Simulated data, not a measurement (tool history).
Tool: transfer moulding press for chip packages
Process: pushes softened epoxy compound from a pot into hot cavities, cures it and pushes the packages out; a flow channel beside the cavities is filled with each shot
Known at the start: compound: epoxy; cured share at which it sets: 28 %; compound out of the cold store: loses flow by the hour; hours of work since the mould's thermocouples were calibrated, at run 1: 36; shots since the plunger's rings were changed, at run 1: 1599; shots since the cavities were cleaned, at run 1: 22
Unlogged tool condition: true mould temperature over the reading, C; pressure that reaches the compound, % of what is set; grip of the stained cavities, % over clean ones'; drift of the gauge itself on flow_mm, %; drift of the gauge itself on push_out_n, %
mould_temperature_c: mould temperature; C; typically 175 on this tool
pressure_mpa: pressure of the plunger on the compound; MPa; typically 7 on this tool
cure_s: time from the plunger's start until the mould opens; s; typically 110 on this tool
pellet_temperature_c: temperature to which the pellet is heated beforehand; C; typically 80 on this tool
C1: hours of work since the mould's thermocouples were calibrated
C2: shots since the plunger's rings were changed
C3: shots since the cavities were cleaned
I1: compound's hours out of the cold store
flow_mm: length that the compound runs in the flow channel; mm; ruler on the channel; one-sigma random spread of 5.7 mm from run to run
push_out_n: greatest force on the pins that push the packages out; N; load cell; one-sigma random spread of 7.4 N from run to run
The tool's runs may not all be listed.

Run 1, hour 0: usual settings; C1 36; C2 1599; C3 22; I1 34.9. Result: flow_mm 517 mm, push_out_n 308 N.
Run 2, hour 7.1: usual settings; C1 39; C2 1653; C3 76; I1 16.4. Result: flow_mm 578 mm, push_out_n 332 N.
Run 3, hour 20.1: usual settings; C1 44; C2 1753; C3 176; I1 21.6. Result: flow_mm 553 mm, push_out_n 359 N.
Run 4, hour 29.3: usual settings; C1 48; C2 1824; C3 247; I1 45.3. Result: flow_mm 496 mm, push_out_n 354 N.
Run 5, hour 40.7: usual settings; C1 53; C2 1912; C3 335; I1 10.8. Result: flow_mm 588 mm, push_out_n 402 N.
Run 6, hour 47.5: usual settings; C1 56; C2 1965; C3 388; I1 42.4. Result: flow_mm 495 mm, push_out_n 399 N.
At hour 58.5: cavities cleaned with cleaning compound and waxed.
Run 7, hour 59.5: usual settings; C1 60; C2 2046; C3 8; I1 46.9. Result: flow_mm 499 mm, push_out_n 302 N.
Run 8, hour 69.5: usual settings; C1 65; C2 2123; C3 85; I1 39.3. Result: flow_mm 501 mm, push_out_n 318 N.
Run 9, hour 78.9: usual settings but pressure_mpa 6.9 MPa; C1 69; C2 2196; C3 158; I1 15.7. Result: flow_mm 568 mm, push_out_n 366 N.
Run 10, hour 93.2: usual settings but cure_s 128 s; C1 75; C2 2306; C3 268; I1 11.6. Result: flow_mm 583 mm, push_out_n 349 N.
Run 11, hour 99.5: usual settings but cure_s 128 s; C1 78; C2 2355; C3 317; I1 10.2. Result: flow_mm 596 mm, push_out_n 338 N.
Run 12, hour 113.9: usual settings but cure_s 128 s; C1 84; C2 2466; C3 428; I1 35.8. Result: flow_mm 513 mm, push_out_n 376 N.
At hour 119.8: cavities cleaned with cleaning compound and waxed.
Run 13, hour 123.8: usual settings; C1 87; C2 2530; C3 30; I1 9.2. Result: flow_mm 588 mm, push_out_n 333 N.
Run 14, hour 133.5: usual settings but pressure_mpa 7.41 MPa, cure_s 148 s, pellet_temperature_c 70 C; C1 92; C2 2605; C3 105; I1 15.9. Result: flow_mm 577 mm, push_out_n 297 N.
Run 15, hour 145.4: usual settings but pressure_mpa 7.05 MPa, cure_s 149 s, pellet_temperature_c 90 C; C1 97; C2 2697; C3 197; I1 9.8. Result: flow_mm 582 mm, push_out_n 326 N.
Run 16, hour 160.6: usual settings but pressure_mpa 7.05 MPa, cure_s 131 s, pellet_temperature_c 81 C; C1 103; C2 2814; C3 314; I1 9.2. Result: flow_mm 583 mm, push_out_n 342 N.
Run 17, hour 171.7: usual settings but mould_temperature_c 177 C, pressure_mpa 8.11 MPa, cure_s 131 s, pellet_temperature_c 89 C; C1 108; C2 2900; C3 400; I1 15.6. Result: flow_mm 602 mm, push_out_n 359 N.
At hour 182.2: cavities cleaned with cleaning compound and waxed.
Run 18, hour 182.7: usual settings but mould_temperature_c 169 C, pressure_mpa 8.18 MPa, cure_s 123 s, pellet_temperature_c 73 C; C1 112; C2 2973; C3 4; I1 31. Result: flow_mm 573 mm, push_out_n 337 N.
Run 19, hour 193.4: usual settings but mould_temperature_c 169 C, pressure_mpa 8.18 MPa, cure_s 123 s, pellet_temperature_c 73 C; C1 117; C2 3056; C3 87; I1 8.5. Result: flow_mm 646 mm, push_out_n 379 N.
Run 20, hour 201.8: usual settings but mould_temperature_c 169 C, pressure_mpa 8.18 MPa, cure_s 123 s, pellet_temperature_c 73 C; C1 120; C2 3121; C3 152; I1 14.8. Result: flow_mm 623 mm, push_out_n 384 N.
Run 21, hour 211.8: usual settings but mould_temperature_c 169 C, pressure_mpa 8.18 MPa, cure_s 123 s, pellet_temperature_c 73 C; C1 125; C2 3198; C3 229; I1 8.2. Result: flow_mm 642 mm, push_out_n 428 N.
Run 22, hour 226.7: usual settings but pressure_mpa 6.67 MPa, cure_s 116 s; C1 131; C2 3313; C3 344; I1 29.6. Result: flow_mm 504 mm, push_out_n 379 N.
Run 23, hour 233.8: usual settings but cure_s 106 s; C1 134; C2 3367; C3 398; I1 16.1. Result: flow_mm 553 mm, push_out_n 416 N.
At hour 244.3: cavities cleaned with cleaning compound and waxed.
Run 24, hour 246.5: usual settings but cure_s 106 s; C1 139; C2 3454; C3 17; I1 46.3. Result: flow_mm 476 mm, push_out_n 311 N.
Run 25, hour 261: usual settings but cure_s 106 s; C1 145; C2 3565; C3 128; I1 20.6. Result: flow_mm 543 mm, push_out_n 380 N.
Run 26, hour 272.9: usual settings but cure_s 106 s, pellet_temperature_c 81 C; C1 150; C2 3657; C3 220; I1 8.2. Result: flow_mm 578 mm, push_out_n 388 N.

Consider 4 possible next runs. They are alternatives, not a sequence: every one starts from the tool as it was left by run 26. What does each give?
Run A, hour 287.8: usual settings but mould_temperature_c 170 C, cure_s 106 s, pellet_temperature_c 88 C; C1 157; C2 3772; C3 335; I1 41.5. Result: flow_mm ?, push_out_n ?.
Run B, hour 287.8: usual settings but mould_temperature_c 177 C, pressure_mpa 5.64 MPa, cure_s 106 s, pellet_temperature_c 88 C; C1 157; C2 3772; C3 335; I1 32.7. Result: flow_mm ?, push_out_n ?.
Run C, hour 287.8: usual settings but pressure_mpa 7.73 MPa, cure_s 108 s, pellet_temperature_c 72 C; C1 157; C2 3772; C3 335; I1 24.5. Result: flow_mm ?, push_out_n ?.
Run D, hour 287.8: usual settings but mould_temperature_c 181 C, cure_s 113 s, pellet_temperature_c 89 C; C1 157; C2 3772; C3 335; I1 31.8. Result: flow_mm ?, push_out_n ?.

run  flow_mm  push_out_n
  A      492         495
  B      445         378
  C      564         392
  D      500         353
With the hidden condition removed and each run's random variation left untouched, the same runs would have given:
run  flow_mm  push_out_n
  A      530         389
  B      481         294
  C      608         305
  D      540         273

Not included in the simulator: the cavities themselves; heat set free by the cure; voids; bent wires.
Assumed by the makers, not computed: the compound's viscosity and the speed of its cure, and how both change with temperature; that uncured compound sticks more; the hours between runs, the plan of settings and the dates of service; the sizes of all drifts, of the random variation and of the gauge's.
